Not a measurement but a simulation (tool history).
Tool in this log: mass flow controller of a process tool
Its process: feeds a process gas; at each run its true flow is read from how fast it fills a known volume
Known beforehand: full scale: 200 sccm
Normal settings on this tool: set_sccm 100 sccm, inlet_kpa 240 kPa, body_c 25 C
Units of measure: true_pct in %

run,day,set_sccm,inlet_kpa,body_c,true_pct
1,0.000,100,240,25,98.41
2,7.804,100,240,25,98.38
3,16.571,100,240,25,98.27
4,23.621,100,171,25,97.89
5,28.617,100,171,25,97.75
6,33.588,100,171,25,97.75
7,40.625,100,187,25,97.84
8,47.183,100,187,29,97.40
9,53.062,100,187,29,97.41
10,60.983,100,187,29,97.29
11,68.196,100,187,29,97.26
12,76.021,100,187,29,97.19
13,84.012,100,240,25,97.88
14,88.762,100,240,25,97.95
15,94.746,100,240,25,97.87
16,99.862,100,240,25,98.01
17,104.479,100,240,25,97.88
18,110.400,100,240,25,97.88
19,114.492,100,240,34,96.91
20,121.388,100,240,25,97.79
21,127.808,100,240,25,97.85
22,131.975,100,240,25,97.64
23,136.775,100,240,25,97.76
24,143.667,100,240,25,97.68
25,147.479,100,222,28,97.18
26,154.804,100,213,23,97.71
27,160.792,100,213,34,96.53
28,167.583,100,213,34,96.42
29,171.204,33,213,34,95.87
30,176.067,111,240,23,98.02
31,181.908,75,173,35,95.84
32,188.771,176,173,31,97.58
33,194.296,23,240,25,97.47
34,197.925,172,240,33,97.58
35,203.788,51,179,29,96.04
36,208.008,70,144,26,96.09
37,212.446,133,167,33,96.34
38,220.388,100,277,25,97.60
39,228.188,28,240,25,97.22
40,236.954,41,221,25,96.78
41,241.667,100,148,36,95.40
42,249.362,100,148,36,95.22
43,253.858,100,183,39,95.05
44,261.925,100,226,39,95.55
45,268.996,26,240,31,96.65
46,275.125,156,259,24,98.12
47,282.738,98,164,34,95.64
48,289.804,98,164,34,95.53

Each run again, without the hidden state but with its own random variation kept:
The hidden state here: flow at rest that the sensor doesn't see, % of full scale; true flow over the shown one, %; drift of the gauge itself on true_pct, %.
run,true_pct
1,98.60
2,98.61
3,98.54
4,98.20
5,98.08
6,98.10
7,98.22
8,97.82
9,97.86
10,97.77
11,97.78
12,97.75
13,98.47
14,98.57
15,98.52
16,98.68
17,98.57
18,98.60
19,97.66
20,98.57
21,98.66
22,98.47
23,98.62
24,98.57
25,98.09
26,98.65
27,97.51
28,97.43
29,96.15
30,99.10
31,96.79
32,98.87
33,97.27
34,98.91
35,96.83
36,97.12
37,97.68
38,98.88
39,97.39
40,97.49
41,96.80
42,96.66
43,96.51
44,97.04
45,96.72
46,99.87
47,97.23
48,97.15

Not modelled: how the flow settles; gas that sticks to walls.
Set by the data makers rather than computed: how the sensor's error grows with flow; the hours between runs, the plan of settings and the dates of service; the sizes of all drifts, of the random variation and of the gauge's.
